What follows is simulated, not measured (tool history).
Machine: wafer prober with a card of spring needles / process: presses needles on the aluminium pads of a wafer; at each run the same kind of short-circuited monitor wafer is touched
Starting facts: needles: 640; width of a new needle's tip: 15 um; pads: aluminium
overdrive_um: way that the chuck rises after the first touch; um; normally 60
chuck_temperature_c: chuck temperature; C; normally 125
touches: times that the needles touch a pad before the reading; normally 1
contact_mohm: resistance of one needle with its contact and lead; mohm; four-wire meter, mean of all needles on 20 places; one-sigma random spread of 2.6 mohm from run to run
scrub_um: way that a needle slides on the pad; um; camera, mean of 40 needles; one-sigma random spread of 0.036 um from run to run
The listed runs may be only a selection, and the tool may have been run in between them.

{"run": 1, "hour": 0.0, "overdrive_um": 60, "chuck_temperature_c": 125, "touches": 1, "contact_mohm": 509, "scrub_um": 13.36}
{"hour": 3.0, "done": "tips cleaned on abrasive film"}
{"hour": 17.9, "done": "tips cleaned on abrasive film"}
{"hour": 32.6, "done": "tips cleaned on abrasive film"}
{"run": 2, "hour": 38.2, "overdrive_um": 60, "chuck_temperature_c": 125, "touches": 2, "contact_mohm": 398, "scrub_um": 13.31}
{"hour": 47.2, "done": "tips cleaned on abrasive film"}
{"hour": 62.0, "done": "tips cleaned on abrasive film"}
{"hour": 76.5, "done": "tips cleaned on abrasive film"}
{"hour": 91.1, "done": "tips cleaned on abrasive film"}
{"run": 3, "hour": 101.3, "overdrive_um": 60, "chuck_temperature_c": 125, "touches": 2, "contact_mohm": 426, "scrub_um": 13.13}
{"hour": 104.4, "done": "tips cleaned on abrasive film"}
{"hour": 119.2, "done": "tips cleaned on abrasive film"}
{"hour": 131.6, "done": "tips cleaned on abrasive film"}
{"run": 4, "hour": 131.6, "overdrive_um": 60, "chuck_temperature_c": 125, "touches": 2, "contact_mohm": 312, "scrub_um": 13.09}
{"hour": 143.4, "done": "tips cleaned on abrasive film"}
{"hour": 158.3, "done": "tips cleaned on abrasive film"}
{"run": 5, "hour": 160.8, "overdrive_um": 60, "chuck_temperature_c": 125, "touches": 2, "contact_mohm": 363, "scrub_um": 13.0}
{"hour": 172.7, "done": "tips cleaned on abrasive film"}
{"hour": 187.4, "done": "tips cleaned on abrasive film"}
{"hour": 201.9, "done": "tips cleaned on abrasive film"}
{"run": 6, "hour": 202.3, "overdrive_um": 60, "chuck_temperature_c": 125, "touches": 2, "contact_mohm": 327, "scrub_um": 12.98}
{"hour": 213.9, "done": "tips cleaned on abrasive film"}
{"hour": 225.8, "done": "tips cleaned on abrasive film"}
{"hour": 240.3, "done": "tips cleaned on abrasive film"}
{"run": 7, "hour": 249.7, "overdrive_um": 60, "chuck_temperature_c": 125, "touches": 2, "contact_mohm": 439, "scrub_um": 12.86}
{"hour": 252.8, "done": "tips cleaned on abrasive film"}
{"hour": 267.5, "done": "tips cleaned on abrasive film"}
{"hour": 279.3, "done": "tips cleaned on abrasive film"}
{"hour": 291.2, "done": "tips cleaned on abrasive film"}
{"run": 8, "hour": 295.9, "overdrive_um": 60, "chuck_temperature_c": 125, "touches": 2, "contact_mohm": 397, "scrub_um": 12.81}
{"hour": 304.6, "done": "tips cleaned on abrasive film"}
{"hour": 313.8, "done": "height of the first contact set anew"}
{"hour": 319.6, "done": "tips cleaned on abrasive film"}
{"run": 9, "hour": 322.4, "overdrive_um": 60, "chuck_temperature_c": 125, "touches": 2, "contact_mohm": 364, "scrub_um": 13.44}
{"hour": 334.3, "done": "tips cleaned on abrasive film"}
{"hour": 346.2, "done": "tips cleaned on abrasive film"}
{"hour": 361.0, "done": "tips cleaned on abrasive film"}
{"run": 10, "hour": 364.4, "overdrive_um": 60, "chuck_temperature_c": 55, "touches": 2, "contact_mohm": 383, "scrub_um": 13.45}
{"hour": 373.4, "done": "tips cleaned on abrasive film"}
{"hour": 387.9, "done": "tips cleaned on abrasive film"}
{"hour": 402.7, "done": "tips cleaned on abrasive film"}
{"run": 11, "hour": 408.9, "overdrive_um": 60, "chuck_temperature_c": 55, "touches": 2, "contact_mohm": 400, "scrub_um": 13.35}
{"hour": 414.9, "done": "tips cleaned on abrasive film"}
{"hour": 429.6, "done": "tips cleaned on abrasive film"}
{"hour": 444.4, "done": "tips cleaned on abrasive film"}
{"hour": 458.8, "done": "tips cleaned on abrasive film"}
{"hour": 473.0, "done": "tips cleaned on abrasive film"}
{"run": 12, "hour": 473.0, "overdrive_um": 60, "chuck_temperature_c": 55, "touches": 2, "contact_mohm": 307, "scrub_um": 13.22}
{"hour": 487.4, "done": "tips cleaned on abrasive film"}
{"hour": 499.2, "done": "tips cleaned on abrasive film"}
{"hour": 514.1, "done": "tips cleaned on abrasive film"}
{"hour": 528.9, "done": "tips cleaned on abrasive film"}
{"run": 13, "hour": 535.6, "overdrive_um": 60, "chuck_temperature_c": 92, "touches": 2, "contact_mohm": 429, "scrub_um": 13.03}
{"hour": 541.5, "done": "tips cleaned on abrasive film"}
{"hour": 556.1, "done": "tips cleaned on abrasive film"}
{"hour": 570.9, "done": "tips cleaned on abrasive film"}
{"hour": 585.5, "done": "tips cleaned on abrasive film"}
{"run": 14, "hour": 585.6, "overdrive_um": 60, "chuck_temperature_c": 125, "touches": 1, "contact_mohm": 327, "scrub_um": 12.93}
{"hour": 597.4, "done": "tips cleaned on abrasive film"}
{"hour": 612.2, "done": "tips cleaned on abrasive film"}
{"hour": 627.0, "done": "tips cleaned on abrasive film"}
{"hour": 641.6, "done": "tips cleaned on abrasive film"}
{"run": 15, "hour": 648.5, "overdrive_um": 60, "chuck_temperature_c": 125, "touches": 1, "contact_mohm": 521, "scrub_um": 12.86}
{"hour": 654.5, "done": "tips cleaned on abrasive film"}
{"hour": 669.0, "done": "tips cleaned on abrasive film"}
{"hour": 683.8, "done": "tips cleaned on abrasive film"}
{"hour": 690.0, "done": "height of the first contact set anew"}
{"hour": 696.0, "done": "tips cleaned on abrasive film"}
{"run": 16, "hour": 698.7, "overdrive_um": 60, "chuck_temperature_c": 125, "touches": 1, "contact_mohm": 420, "scrub_um": 13.51}
{"hour": 710.6, "done": "tips cleaned on abrasive film"}
{"hour": 722.5, "done": "tips cleaned on abrasive film"}
{"hour": 737.2, "done": "tips cleaned on abrasive film"}
{"run": 17, "hour": 748.1, "overdrive_um": 43, "chuck_temperature_c": 125, "touches": 1, "contact_mohm": 772, "scrub_um": 9.52}
{"hour": 751.2, "done": "tips cleaned on abrasive film"}
{"hour": 766.0, "done": "tips cleaned on abrasive film"}
{"hour": 780.8, "done": "tips cleaned on abrasive film"}
{"hour": 792.7, "done": "tips cleaned on abrasive film"}
{"hour": 807.6, "done": "tips cleaned on abrasive film"}
{"run": 18, "hour": 808.4, "overdrive_um": 70, "chuck_temperature_c": 125, "touches": 2, "contact_mohm": 333, "scrub_um": 15.52}
{"hour": 819.6, "done": "tips cleaned on abrasive film"}
{"hour": 834.4, "done": "tips cleaned on abrasive film"}
{"hour": 849.2, "done": "tips cleaned on abrasive film"}
{"run": 19, "hour": 853.6, "overdrive_um": 49, "chuck_temperature_c": 49, "touches": 1, "contact_mohm": 606, "scrub_um": 10.67}
{"hour": 862.5, "done": "tips cleaned on abrasive film"}
{"hour": 877.0, "done": "tips cleaned on abrasive film"}
{"hour": 888.9, "done": "tips cleaned on abrasive film"}
{"hour": 903.8, "done": "tips cleaned on abrasive film"}
{"run": 20, "hour": 906.5, "overdrive_um": 46, "chuck_temperature_c": 75, "touches": 2, "contact_mohm": 438, "scrub_um": 9.93}
{"hour": 918.4, "done": "tips cleaned on abrasive film"}
{"hour": 933.2, "done": "tips cleaned on abrasive film"}
{"run": 21, "hour": 939.6, "overdrive_um": 60, "chuck_temperature_c": 29, "touches": 1, "contact_mohm": 532, "scrub_um": 12.99}
{"hour": 945.6, "done": "tips cleaned on abrasive film"}
{"hour": 957.5, "done": "tips cleaned on abrasive film"}
{"hour": 971.7, "done": "tips cleaned on abrasive film"}
{"run": 22, "hour": 978.9, "overdrive_um": 64, "chuck_temperature_c": 28, "touches": 2, "contact_mohm": 427, "scrub_um": 13.87}
{"hour": 984.9, "done": "tips cleaned on abrasive film"}
{"hour": 999.8, "done": "tips cleaned on abrasive film"}
{"hour": 1011.6, "done": "tips cleaned on abrasive film"}
{"hour": 1026.3, "done": "tips cleaned on abrasive film"}
{"hour": 1041.1, "done": "tips cleaned on abrasive film"}
{"run": 23, "hour": 1042.3, "overdrive_um": 64, "chuck_temperature_c": 28, "touches": 2, "contact_mohm": 342, "scrub_um": 13.67}
{"hour": 1053.9, "done": "tips cleaned on abrasive film"}
{"hour": 1065.8, "done": "height of the first contact set anew"}
{"hour": 1068.6, "done": "tips cleaned on abrasive film"}
{"hour": 1080.5, "done": "tips cleaned on abrasive film"}
{"hour": 1092.7, "done": "tips cleaned on abrasive film"}
{"run": 24, "hour": 1092.7, "overdrive_um": 58, "chuck_temperature_c": 36, "touches": 2, "contact_mohm": 291, "scrub_um": 12.96}
{"hour": 1107.2, "done": "tips cleaned on abrasive film"}
{"hour": 1122.0, "done": "tips cleaned on abrasive film"}
{"hour": 1136.9, "done": "tips cleaned on abrasive film"}
{"hour": 1151.5, "done": "tips cleaned on abrasive film"}
{"run": 25, "hour": 1157.4, "overdrive_um": 60, "chuck_temperature_c": 62, "touches": 1, "contact_mohm": 530, "scrub_um": 13.21}
{"hour": 1163.4, "done": "tips cleaned on abrasive film"}
{"hour": 1175.3, "done": "tips cleaned on abrasive film"}
{"hour": 1190.0, "done": "tips cleaned on abrasive film"}
{"hour": 1204.7, "done": "tips cleaned on abrasive film"}
{"run": 26, "hour": 1206.7, "overdrive_um": 60, "chuck_temperature_c": 62, "touches": 1, "contact_mohm": 423, "scrub_um": 13.22}
{"hour": 1218.6, "done": "tips cleaned on abrasive film"}
{"hour": 1233.5, "done": "tips cleaned on abrasive film"}
{"run": 27, "hour": 1244.0, "overdrive_um": 43, "chuck_temperature_c": 70, "touches": 2, "contact_mohm": 655, "scrub_um": 9.3}

Below are 3 alternative next runs, each starting from the tool's condition after run 27. Predict each:
{"hour": 1247.0, "done": "tips cleaned on abrasive film"}
{"hour": 1261.8, "done": "tips cleaned on abrasive film"}
{"hour": 1276.3, "done": "tips cleaned on abrasive film"}
{"hour": 1288.2, "done": "tips cleaned on abrasive film"}
{"hour": 1302.6, "done": "tips cleaned on abrasive film"}
{"run": "A", "hour": 1308.9, "overdrive_um": 48, "chuck_temperature_c": 125, "touches": 1, "contact_mohm": "?", "scrub_um": "?"}
{"hour": 1247.0, "done": "tips cleaned on abrasive film"}
{"hour": 1261.8, "done": "tips cleaned on abrasive film"}
{"hour": 1276.3, "done": "tips cleaned on abrasive film"}
{"hour": 1288.2, "done": "tips cleaned on abrasive film"}
{"hour": 1302.6, "done": "tips cleaned on abrasive film"}
{"run": "B", "hour": 1308.9, "overdrive_um": 43, "chuck_temperature_c": 70, "touches": 2, "contact_mohm": "?", "scrub_um": "?"}
{"hour": 1247.0, "done": "tips cleaned on abrasive film"}
{"hour": 1261.8, "done": "tips cleaned on abrasive film"}
{"hour": 1276.3, "done": "tips cleaned on abrasive film"}
{"hour": 1288.2, "done": "tips cleaned on abrasive film"}
{"hour": 1302.6, "done": "tips cleaned on abrasive film"}
{"run": "C", "hour": 1308.9, "overdrive_um": 42, "chuck_temperature_c": 34, "touches": 2, "contact_mohm": "?", "scrub_um": "?"}

run=A contact_mohm=676 scrub_um=10.35
run=B contact_mohm=591 scrub_um=9.19
run=C contact_mohm=619 scrub_um=9.00
The same runs, with their run-to-run variation unchanged, on a tool lacking any hidden condition would have given:
run=A contact_mohm=307 scrub_um=10.84
run=B contact_mohm=286 scrub_um=9.68
run=C contact_mohm=281 scrub_um=9.49
